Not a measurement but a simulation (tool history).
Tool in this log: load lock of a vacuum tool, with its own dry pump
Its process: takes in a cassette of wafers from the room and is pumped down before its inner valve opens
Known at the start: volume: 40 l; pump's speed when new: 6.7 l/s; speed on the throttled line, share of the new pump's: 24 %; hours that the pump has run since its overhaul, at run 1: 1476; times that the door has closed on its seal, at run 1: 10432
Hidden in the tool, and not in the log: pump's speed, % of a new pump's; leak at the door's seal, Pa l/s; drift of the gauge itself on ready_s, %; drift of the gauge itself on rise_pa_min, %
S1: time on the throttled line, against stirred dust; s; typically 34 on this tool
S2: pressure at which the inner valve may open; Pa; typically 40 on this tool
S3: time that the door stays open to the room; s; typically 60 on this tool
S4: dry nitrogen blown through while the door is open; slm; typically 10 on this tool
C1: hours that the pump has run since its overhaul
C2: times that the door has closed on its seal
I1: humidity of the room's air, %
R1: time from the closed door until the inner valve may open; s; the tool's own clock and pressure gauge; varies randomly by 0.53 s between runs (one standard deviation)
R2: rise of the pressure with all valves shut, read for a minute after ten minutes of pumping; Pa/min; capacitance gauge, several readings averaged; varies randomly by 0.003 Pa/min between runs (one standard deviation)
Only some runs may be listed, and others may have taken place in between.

{"run": 1, "hour": 0.0, "S1": 34, "S2": 40, "S3": 60, "S4": 10, "C1": 1476, "C2": 10432, "I1": 42.3, "R1": 74.5, "R2": 0.038}
{"run": 2, "hour": 122.8, "S1": 34, "S2": 40, "S3": 60, "S4": 10, "C1": 1599, "C2": 10678, "I1": 38.8, "R1": 73.4, "R2": 0.042}
{"run": 3, "hour": 242.6, "S1": 34, "S2": 40, "S3": 60, "S4": 10, "C1": 1719, "C2": 10918, "I1": 44.1, "R1": 73.7, "R2": 0.045}
{"run": 4, "hour": 369.5, "S1": 34, "S2": 40, "S3": 60, "S4": 10, "C1": 1845, "C2": 11172, "I1": 44.3, "R1": 74.7, "R2": 0.036}
{"run": 5, "hour": 472.2, "S1": 34, "S2": 40, "S3": 60, "S4": 10, "C1": 1948, "C2": 11378, "I1": 43.2, "R1": 74.9, "R2": 0.042}
{"run": 6, "hour": 570.5, "S1": 34, "S2": 40, "S3": 60, "S4": 10, "C1": 2046, "C2": 11575, "I1": 47.7, "R1": 74.8, "R2": 0.049}
{"run": 7, "hour": 677.0, "S1": 34, "S2": 40, "S3": 60, "S4": 10, "C1": 2153, "C2": 11788, "I1": 42.7, "R1": 72.7, "R2": 0.049}
{"run": 8, "hour": 793.3, "S1": 34, "S2": 68, "S3": 60, "S4": 10, "C1": 2269, "C2": 12021, "I1": 42.9, "R1": 70.8, "R2": 0.041}
{"run": 9, "hour": 920.6, "S1": 34, "S2": 68, "S3": 60, "S4": 10, "C1": 2396, "C2": 12276, "I1": 41.3, "R1": 71, "R2": 0.041}
{"run": 10, "hour": 1003.1, "S1": 34, "S2": 40, "S3": 60, "S4": 10, "C1": 2479, "C2": 12441, "I1": 45.5, "R1": 74.4, "R2": 0.053}
{"run": 11, "hour": 1074.0, "S1": 34, "S2": 40, "S3": 60, "S4": 10, "C1": 2550, "C2": 12583, "I1": 45.5, "R1": 75.5, "R2": 0.045}
{"run": 12, "hour": 1154.6, "S1": 34, "S2": 49, "S3": 60, "S4": 10, "C1": 2631, "C2": 12745, "I1": 42.5, "R1": 73.2, "R2": 0.047}
{"run": 13, "hour": 1248.9, "S1": 34, "S2": 49, "S3": 60, "S4": 10, "C1": 2725, "C2": 12934, "I1": 43.4, "R1": 73.1, "R2": 0.048}
{"run": 14, "hour": 1339.0, "S1": 34, "S2": 49, "S3": 60, "S4": 10, "C1": 2815, "C2": 13114, "I1": 43.3, "R1": 72.8, "R2": 0.046}
{"run": 15, "hour": 1410.2, "S1": 49, "S2": 49, "S3": 60, "S4": 10, "C1": 2886, "C2": 13256, "I1": 43.9, "R1": 85.2, "R2": 0.052}
{"run": 16, "hour": 1507.8, "S1": 34, "S2": 40, "S3": 60, "S4": 10, "C1": 2984, "C2": 13452, "I1": 43.5, "R1": 74.6, "R2": 0.045}
{"run": 17, "hour": 1629.0, "S1": 34, "S2": 40, "S3": 60, "S4": 16, "C1": 3105, "C2": 13695, "I1": 48.2, "R1": 75.9, "R2": 0.046}
{"run": 18, "hour": 1690.6, "S1": 34, "S2": 40, "S3": 101, "S4": 16, "C1": 3167, "C2": 13818, "I1": 44.7, "R1": 75.2, "R2": 0.049}
{"run": 19, "hour": 1815.5, "S1": 34, "S2": 40, "S3": 101, "S4": 16, "C1": 3291, "C2": 14068, "I1": 44.6, "R1": 75.1, "R2": 0.048}
{"run": 20, "hour": 1927.4, "S1": 34, "S2": 40, "S3": 101, "S4": 16, "C1": 3403, "C2": 14292, "I1": 45.3, "R1": 75.1, "R2": 0.05}
{"run": 21, "hour": 2029.2, "S1": 34, "S2": 41, "S3": 39, "S4": 16, "C1": 3505, "C2": 14496, "I1": 49.7, "R1": 75, "R2": 0.046}
{"run": 22, "hour": 2090.9, "S1": 19, "S2": 31, "S3": 58, "S4": 9, "C1": 3567, "C2": 14620, "I1": 41.6, "R1": 65.7, "R2": 0.05}
{"run": 23, "hour": 2197.9, "S1": 34, "S2": 53, "S3": 25, "S4": 10, "C1": 3674, "C2": 14834, "I1": 44.9, "R1": 73.6, "R2": 0.045}
{"run": 24, "hour": 2269.7, "S1": 41, "S2": 63, "S3": 31, "S4": 45, "C1": 3746, "C2": 14978, "I1": 45.9, "R1": 77.5, "R2": 0.041}
{"run": 25, "hour": 2376.3, "S1": 41, "S2": 63, "S3": 31, "S4": 45, "C1": 3852, "C2": 15191, "I1": 47.1, "R1": 78.2, "R2": 0.038}
{"run": 26, "hour": 2453.6, "S1": 57, "S2": 40, "S3": 226, "S4": 8, "C1": 3930, "C2": 15346, "I1": 44.8, "R1": 91.6, "R2": 0.07}
{"run": 27, "hour": 2545.4, "S1": 57, "S2": 40, "S3": 226, "S4": 8, "C1": 4021, "C2": 15530, "I1": 45, "R1": 92.8, "R2": 0.079}
{"run": 28, "hour": 2647.1, "S1": 31, "S2": 66, "S3": 54, "S4": 12, "C1": 4123, "C2": 15733, "I1": 46.4, "R1": 70.6, "R2": 0.056}
{"run": 29, "hour": 2731.3, "S1": 31, "S2": 66, "S3": 54, "S4": 12, "C1": 4207, "C2": 15902, "I1": 48, "R1": 70.6, "R2": 0.05}
{"run": 30, "hour": 2785.4, "S1": 34, "S2": 40, "S3": 28, "S4": 4, "C1": 4261, "C2": 16010, "I1": 43.4, "R1": 75.1, "R2": 0.059}
{"run": 31, "hour": 2848.1, "S1": 34, "S2": 40, "S3": 28, "S4": 12, "C1": 4324, "C2": 16136, "I1": 42.2, "R1": 76, "R2": 0.052}
{"run": 32, "hour": 2951.2, "S1": 34, "S2": 40, "S3": 28, "S4": 12, "C1": 4427, "C2": 16342, "I1": 44.8, "R1": 76.7, "R2": 0.052}
{"run": 33, "hour": 3043.4, "S1": 34, "S2": 37, "S3": 60, "S4": 19, "C1": 4519, "C2": 16527, "I1": 45.6, "R1": 76, "R2": 0.05}
{"run": 34, "hour": 3133.9, "S1": 34, "S2": 37, "S3": 60, "S4": 13, "C1": 4610, "C2": 16708, "I1": 49, "R1": 76.3, "R2": 0.061}
{"run": 35, "hour": 3247.7, "S1": 34, "S2": 40, "S3": 106, "S4": 14, "C1": 4724, "C2": 16936, "I1": 42.8, "R1": 76.9, "R2": 0.059}
{"run": 36, "hour": 3359.3, "S1": 34, "S2": 47, "S3": 60, "S4": 10, "C1": 4835, "C2": 17160, "I1": 44.9, "R1": 74.8, "R2": 0.057}
{"run": 37, "hour": 3472.7, "S1": 34, "S2": 47, "S3": 60, "S4": 10, "C1": 4949, "C2": 17387, "I1": 42.7, "R1": 75.4, "R2": 0.059}

Branching from run 37: 3 alternative next runs. What would each branch give?
{"run": "A", "hour": 3568.9, "S1": 21, "S2": 40, "S3": 124, "S4": 10, "C1": 5045, "C2": 17579, "I1": 41.6, "R1": "?", "R2": "?"}
{"run": "B", "hour": 3568.9, "S1": 34, "S2": 38, "S3": 60, "S4": 16, "C1": 5045, "C2": 17579, "I1": 43.6, "R1": "?", "R2": "?"}
{"run": "C", "hour": 3568.9, "S1": 34, "S2": 67, "S3": 60, "S4": 10, "C1": 5045, "C2": 17579, "I1": 43.9, "R1": "?", "R2": "?"}

run=A R1=66.6 R2=0.066
run=B R1=77.4 R2=0.055
run=C R1=73 R2=0.058
Without the tool's hidden state the same runs would have given:
run=A R1=62.9 R2=0.029
run=B R1=73.9 R2=0.018
run=C R1=69.8 R2=0.022
